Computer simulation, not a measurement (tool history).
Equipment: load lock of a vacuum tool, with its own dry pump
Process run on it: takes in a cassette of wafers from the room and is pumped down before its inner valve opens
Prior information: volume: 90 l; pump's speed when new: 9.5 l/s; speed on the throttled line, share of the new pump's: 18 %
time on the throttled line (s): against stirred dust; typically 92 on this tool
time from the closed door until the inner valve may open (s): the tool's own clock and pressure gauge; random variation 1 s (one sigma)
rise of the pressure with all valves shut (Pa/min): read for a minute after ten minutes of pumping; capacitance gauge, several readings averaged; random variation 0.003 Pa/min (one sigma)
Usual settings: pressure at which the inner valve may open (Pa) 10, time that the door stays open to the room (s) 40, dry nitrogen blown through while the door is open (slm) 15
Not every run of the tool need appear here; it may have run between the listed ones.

run     hour  time on the throttled line (s)  pressure at which the inner valve may open (Pa)  time that the door stays open to the room (s)  dry nitrogen blown through while the door is open (slm)  incoming humidity of the room's air, %  time from the closed door until the inner valve may open (s)  rise of the pressure with all valves shut (Pa/min)
  1      0.0                              92                                               10                                             40                                                       15                                    42.3                                                         163.2                                               0.005
  2    518.9                              92                                               10                                             40                                                       15                                    47.2                                                         164.6                                               0.010
  3   1041.7                              92                                               10                                             40                                                       15                                    45.0                                                         162.7                                               0.008
  4   1348.2                              92                                               10                                             40                                                       15                                    47.9                                                         163.2                                               0.012
  5   1808.3                              92                                               12                                             40                                                       15                                    48.2                                                         162.2                                               0.008
  6   2153.9                              92                                               12                                             40                                                       15                                    47.3                                                         161.6                                               0.015
  7   2770.2                              92                                               12                                             40                                                       15                                    41.4                                                         161.0                                               0.012
  8   3311.9                              92                                               12                                             40                                                       15                                    47.7                                                         161.8                                               0.013
  9   3869.0                             163                                               10                                             40                                                       15                                    42.7                                                         222.5                                               0.007
 10   4133.2                             163                                               10                                             40                                                       15                                    43.2                                                         225.3                                               0.016
 11   4533.8                             163                                               10                                             40                                                       15                                    43.2                                                         221.7                                               0.009
 12   4898.7                              92                                               10                                             40                                                       30                                    45.0                                                         163.9                                               0.008
 13   5190.3                              92                                               13                                             40                                                       15                                    42.9                                                         160.9                                               0.006
 14   5812.7                             153                                               10                                             40                                                       15                                    43.6                                                         215.5                                               0.008
 15   6322.4                             153                                               10                                             40                                                       15                                    46.5                                                         212.1                                               0.007
 16   6962.5                             153                                               10                                             40                                                       15                                    47.6                                                         213.5                                               0.004
 17   7523.4                              92                                               10                                             40                                                       15                                    43.3                                                         163.9                                               0.013
 18   7801.0                              90                                               16                                             40                                                       15                                    44.7                                                         157.9                                               0.011
 19   8100.5                             127                                               10                                             26                                                        7                                    43.2                                                         191.2                                               0.008
 20   8491.4                              75                                               10                                             40                                                       18                                    47.1                                                         149.3                                               0.015
 21   9112.3                              75                                               10                                             42                                                        6                                    47.3                                                         148.8                                               0.017
 22   9661.1                              92                                               12                                            121                                                       12                                    46.2                                                         162.4                                               0.024
 23   9999.7                              92                                               10                                             31                                                       15                                    47.1                                                         162.2                                               0.013
 24  10597.8                              92                                               10                                             31                                                       15                                    48.5                                                         163.2                                               0.012
 25  10936.3                              92                                               10                                             31                                                       15                                    42.6                                                         162.0                                               0.005
 26  11470.2                              92                                               10                                             31                                                       15                                    40.4                                                         161.6                                               0.011
 27  11920.4                              92                                               10                                             26                                                       15                                    45.5                                                         165.5                                               0.010
 28  12221.9                              56                                               12                                             72                                                       12                                    46.3                                                         132.7                                               0.012
 29  12609.6                              56                                               12                                             72                                                       12                                    44.4                                                         132.8                                               0.014
 30  13118.4                              79                                               12                                             27                                                       23                                    48.1                                                         148.9                                               0.007
 31  13395.9                              46                                               10                                             40                                                       15                                    44.6                                                         125.3                                               0.011
 32  13781.1                              92                                               10                                             40                                                       11                                    48.3                                                         162.9                                               0.015
 33  14271.2                              87                                               10                                             35                                                       15                                    42.8                                                         158.6                                               0.006
 34  14723.3                              87                                               10                                             35                                                       15                                    47.5                                                         160.2                                               0.010

Removed from this log: 3 entries logged between the listed runs. Between which two listed runs does each belong, and how does the tool's hidden state at the listed run before it compare with that at the listed run after it?
Logged between run 14 and run 15: door's seal changed, seat wiped (hour 5950.0)
  leak at the door's seal, Pa l/s: 0.0043 -> 0.002
Logged between run 17 and run 18: dry pump taken out, an overhauled one fitted (hour 7688.2)
  pump's speed, % of a new pump's: 99.9 -> 100
Logged between run 29 and run 30: door's seal changed, seat wiped (hour 13022.2)
  leak at the door's seal, Pa l/s: 0.0041 -> 0.002
